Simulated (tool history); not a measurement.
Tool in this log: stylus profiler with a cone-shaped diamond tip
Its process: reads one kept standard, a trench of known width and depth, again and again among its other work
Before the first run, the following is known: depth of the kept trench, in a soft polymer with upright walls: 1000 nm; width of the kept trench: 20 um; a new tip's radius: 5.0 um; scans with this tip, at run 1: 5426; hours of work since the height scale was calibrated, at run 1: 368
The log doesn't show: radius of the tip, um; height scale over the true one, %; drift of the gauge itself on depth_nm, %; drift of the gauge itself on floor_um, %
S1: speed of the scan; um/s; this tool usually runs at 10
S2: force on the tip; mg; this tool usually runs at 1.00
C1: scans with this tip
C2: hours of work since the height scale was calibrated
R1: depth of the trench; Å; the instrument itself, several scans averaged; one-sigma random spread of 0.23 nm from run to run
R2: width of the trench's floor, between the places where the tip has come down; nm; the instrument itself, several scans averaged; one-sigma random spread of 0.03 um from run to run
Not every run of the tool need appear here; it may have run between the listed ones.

{"run": 1, "hour": 0.0, "S1": 10, "S2": 1.0, "C1": 5426, "C2": 368, "R1": 10083.1, "R2": 12910}
{"run": 2, "hour": 13.6, "S1": 10, "S2": 1.0, "C1": 5577, "C2": 379, "R1": 10085.0, "R2": 12840}
{"run": 3, "hour": 34.7, "S1": 31, "S2": 1.0, "C1": 5813, "C2": 395, "R1": 10078.8, "R2": 12710}
{"run": 4, "hour": 52.5, "S1": 10, "S2": 0.52, "C1": 6011, "C2": 408, "R1": 10045.5, "R2": 12800}
{"run": 5, "hour": 71.8, "S1": 10, "S2": 0.52, "C1": 6228, "C2": 423, "R1": 10050.6, "R2": 12800}
{"run": 6, "hour": 92.9, "S1": 10, "S2": 2.26, "C1": 6463, "C2": 439, "R1": 10152.4, "R2": 12780}
{"run": 7, "hour": 109.7, "S1": 10, "S2": 2.26, "C1": 6650, "C2": 451, "R1": 10151.3, "R2": 12770}
{"run": 8, "hour": 121.0, "S1": 10, "S2": 0.77, "C1": 6776, "C2": 460, "R1": 10068.2, "R2": 12640}
{"run": 9, "hour": 137.5, "S1": 10, "S2": 1.0, "C1": 6960, "C2": 472, "R1": 10079.1, "R2": 12660}
{"run": 10, "hour": 155.2, "S1": 5, "S2": 1.0, "C1": 7159, "C2": 486, "R1": 10080.6, "R2": 12640}
{"run": 11, "hour": 165.2, "S1": 5, "S2": 1.0, "C1": 7270, "C2": 493, "R1": 10080.6, "R2": 12660}
{"run": 12, "hour": 178.4, "S1": 5, "S2": 1.0, "C1": 7418, "C2": 503, "R1": 10083.6, "R2": 12630}
{"run": 13, "hour": 192.5, "S1": 5, "S2": 1.0, "C1": 7575, "C2": 514, "R1": 10080.1, "R2": 12620}
{"run": 14, "hour": 210.3, "S1": 3, "S2": 1.0, "C1": 7773, "C2": 528, "R1": 10080.1, "R2": 12570}
{"run": 15, "hour": 223.4, "S1": 3, "S2": 1.0, "C1": 7920, "C2": 538, "R1": 10077.2, "R2": 12560}
{"run": 16, "hour": 238.9, "S1": 11, "S2": 1.0, "C1": 8092, "C2": 549, "R1": 10076.0, "R2": 12480}
{"run": 17, "hour": 253.1, "S1": 2, "S2": 1.0, "C1": 8250, "C2": 560, "R1": 10078.3, "R2": 12470}
{"run": 18, "hour": 267.0, "S1": 2, "S2": 0.77, "C1": 8406, "C2": 571, "R1": 10067.4, "R2": 12520}
{"hour": 269.2, "done": "height scale calibrated on a step standard"}
{"run": 19, "hour": 278.5, "S1": 5, "S2": 0.62, "C1": 8529, "C2": 7, "R1": 10053.7, "R2": 12430}
{"run": 20, "hour": 296.1, "S1": 38, "S2": 0.87, "C1": 8726, "C2": 20, "R1": 10067.9, "R2": 12190}
{"hour": 309.7, "done": "height scale calibrated on a step standard, once more"}
{"run": 21, "hour": 309.7, "S1": 4, "S2": 1.35, "C1": 8872, "C2": 0, "R1": 10112.2, "R2": 12390}
{"run": 22, "hour": 321.7, "S1": 14, "S2": 0.5, "C1": 9005, "C2": 9, "R1": 10056.6, "R2": 12350}
{"run": 23, "hour": 341.2, "S1": 4, "S2": 0.75, "C1": 9223, "C2": 24, "R1": 10075.2, "R2": 12390}
{"run": 24, "hour": 356.4, "S1": 4, "S2": 0.75, "C1": 9393, "C2": 35, "R1": 10078.5, "R2": 12270}
{"run": 25, "hour": 369.3, "S1": 5, "S2": 1.61, "C1": 9537, "C2": 45, "R1": 10127.2, "R2": 12200}
{"run": 26, "hour": 380.7, "S1": 5, "S2": 0.39, "C1": 9664, "C2": 54, "R1": 10046.1, "R2": 12250}
{"run": 27, "hour": 402.0, "S1": 5, "S2": 0.39, "C1": 9902, "C2": 70, "R1": 10049.8, "R2": 12210}
{"run": 28, "hour": 422.1, "S1": 24, "S2": 0.41, "C1": 10127, "C2": 85, "R1": 10044.9, "R2": 12040}
{"run": 29, "hour": 439.2, "S1": 9, "S2": 0.45, "C1": 10317, "C2": 98, "R1": 10049.9, "R2": 12110}
{"run": 30, "hour": 458.5, "S1": 4, "S2": 0.41, "C1": 10533, "C2": 113, "R1": 10046.1, "R2": 12070}
{"run": 31, "hour": 473.2, "S1": 4, "S2": 0.41, "C1": 10696, "C2": 124, "R1": 10044.5, "R2": 12120}
{"run": 32, "hour": 492.9, "S1": 34, "S2": 0.84, "C1": 10917, "C2": 139, "R1": 10079.1, "R2": 11890}

Some steps in R1, run to run, broken into two amounts with sign: the step expected even without the hidden condition (settings, incoming material, random variation), and the rest, left for the hidden condition together with whatever gauge scatter is not in both the measured and the hidden-condition-free result:
Run 5 -> 6: S2 0.52 -> 2.26. R1 +101.8 Å: hidden state -0.4, all else +102.2.
Run 7 -> 8: S2 2.26 -> 0.77. R1 -83.1 Å: hidden state +0.0, all else -83.1.
Run 18 -> 19: S1 2 -> 5, S2 0.77 -> 0.62, height scale calibrated on a step standard. R1 -13.7 Å: hidden state -3.0, all else -10.7.
Run 20 -> 21: S1 38 -> 4, S2 0.87 -> 1.35, height scale calibrated on a step standard, once more. R1 +44.3 Å: hidden state +14.7, all else +29.6.
Run 25 -> 26: S2 1.61 -> 0.39. R1 -81.1 Å: hidden state -0.2, all else -80.9.
